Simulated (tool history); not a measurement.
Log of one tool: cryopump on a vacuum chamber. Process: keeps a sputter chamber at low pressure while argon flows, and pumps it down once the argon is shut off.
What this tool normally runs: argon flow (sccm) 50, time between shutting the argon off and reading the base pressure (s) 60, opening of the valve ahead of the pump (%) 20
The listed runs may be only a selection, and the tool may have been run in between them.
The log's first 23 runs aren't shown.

run,hour,argon flow (sccm),time between shutting the argon off and reading the base pressure (s),opening of the valve ahead of the pump (%),hours of work since the pump was warmed up and emptied,hours of work since the cold head was overhauled,hours of work since the chamber's fittings were tightened,pressure while argon flows (Pa),pressure after the wait (uPa)
24,605.1,69,123,49,948,948,1563,0.1384,1.94
25,634.5,50,119,29,966,966,1582,0.1639,1.91
26,656.5,22,96,16,980,980,1596,0.1275,2.02
27,691.4,34,59,32,1002,1002,1617,0.1018,2.19
28,729.8,50,28,18,1026,1026,1641,0.2584,2.9
29,746.4,50,34,18,1036,1036,1652,0.2589,2.65
30,778,50,60,44,1056,1056,1672,0.1119,2.26
31,793.8,38,78,19,1066,1066,1681,0.1858,2.21
32,815.2,38,78,19,1079,1079,1695,0.1859,2.15
33,843.5,38,78,19,1097,1097,1713,0.1874,2.22

3 options for the next run, each taken on its own from the tool as it stands now. Forecast them:
A,877.9,38,37,38,1119,1119,1734,?,?
B,877.9,38,78,34,1119,1119,1734,?,?
C,877.9,72,60,28,1119,1119,1734,?,?

run,pressure while argon flows (Pa),pressure after the wait (uPa)
A,0.0973,2.71
B,0.108,2.22
C,0.2479,2.41
Had the tool no hidden state, the same runs would have come out as:
run,pressure while argon flows (Pa),pressure after the wait (uPa)
A,0.0895,0.98
B,0.1002,0.52
C,0.233,0.67
